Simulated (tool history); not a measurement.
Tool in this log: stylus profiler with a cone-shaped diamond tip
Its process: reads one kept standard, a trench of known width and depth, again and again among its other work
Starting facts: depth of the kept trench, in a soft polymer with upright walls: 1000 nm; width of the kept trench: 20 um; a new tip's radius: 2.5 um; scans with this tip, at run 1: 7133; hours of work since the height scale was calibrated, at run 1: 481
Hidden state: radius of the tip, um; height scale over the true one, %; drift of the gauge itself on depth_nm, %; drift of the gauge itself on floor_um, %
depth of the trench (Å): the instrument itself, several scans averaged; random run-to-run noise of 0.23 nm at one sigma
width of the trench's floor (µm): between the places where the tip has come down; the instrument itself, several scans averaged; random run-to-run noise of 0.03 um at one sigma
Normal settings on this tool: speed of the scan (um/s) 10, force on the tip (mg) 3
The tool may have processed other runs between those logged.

run    hour  speed of the scan (um/s)  force on the tip (mg)  scans with this tip  hours of work since the height scale was calibrated  depth of the trench (Å)  width of the trench's floor (µm)
  1       0                        10                      3                 7133                                                  481                  10211.3                             14.07
  2    68.2                        10                      3                 7935                                                  535                  10213.9                             13.88
  3     117                        10                      3                 8508                                                  573                  10217.1                             13.72
  4   194.6                        38                      3                 9421                                                  635                  10221.4                             13.48
  5   266.1                        10                   4.53                10262                                                  692                  10282.9                             13.33
  6   341.3                        10                   4.53                11146                                                  751                  10288.4                             13.24
  7   402.7                        10                   4.53                11868                                                  800                  10287.9                             13.11
  8   464.2                        10                   4.53                12592                                                  849                    10292                             12.94
  9   525.6                         6                      3                13313                                                  897                  10234.9                              12.8
 10   573.6                        10                   1.28                13878                                                  935                  10159.7                             12.67
 11   642.9                        10                   1.28                14693                                                  990                    10157                             12.55
 12     675                        10                      3                15070                                                 1016                  10243.1                             12.45
      715.7  -- new tip fitted, height scale calibrated
 13   716.6                        10                      3                   12                                                    1                  10185.5                             16.05
 14   789.5                        10                      3                  869                                                   59                  10189.6                             15.72
 15   846.9                        10                      3                 1543                                                  104                  10191.3                             15.53
 16   925.9                        10                      3                 2473                                                  167                  10193.4                             15.23
 17   979.2                         9                      3                 3100                                                  209                  10197.4                             15.15
 18  1048.3                        10                      3                 3912                                                  264                  10199.6                             14.93
 19  1103.9                        10                      3                 4566                                                  308                    10205                             14.77
 20  1143.4                        10                   2.32                 5030                                                  339                  10170.7                             14.64
 21  1205.9                        10                   2.32                 5766                                                  389                  10175.2                             14.43
 22    1270                        10                   2.32                 6520                                                  439                  10176.8                             14.24
 23  1327.1                        10                   2.32                 7191                                                  485                  10185.3                              14.1
 24  1360.2                        29                   6.53                 7580                                                  511                  10339.7                             14.02
 25  1399.1                        15                   1.43                 8038                                                  542                  10141.6                              13.9
 26  1464.4                        15                   1.43                 8806                                                  593                  10141.8                             13.77

Estimate the outcome of run 27 from the log above:
     1471.4  -- height scale calibrated on a step standard
 27  1517.4                        15                   1.43                 9423                                                   36                        ?                                 ?

depth of the trench (Å): 10156.1
width of the trench's floor (µm): 13.63
On a tool with no hidden condition, and with the same random variation, this run would have come out at depth of the trench (Å) 10114.2, width of the trench's floor (µm) 15.98.

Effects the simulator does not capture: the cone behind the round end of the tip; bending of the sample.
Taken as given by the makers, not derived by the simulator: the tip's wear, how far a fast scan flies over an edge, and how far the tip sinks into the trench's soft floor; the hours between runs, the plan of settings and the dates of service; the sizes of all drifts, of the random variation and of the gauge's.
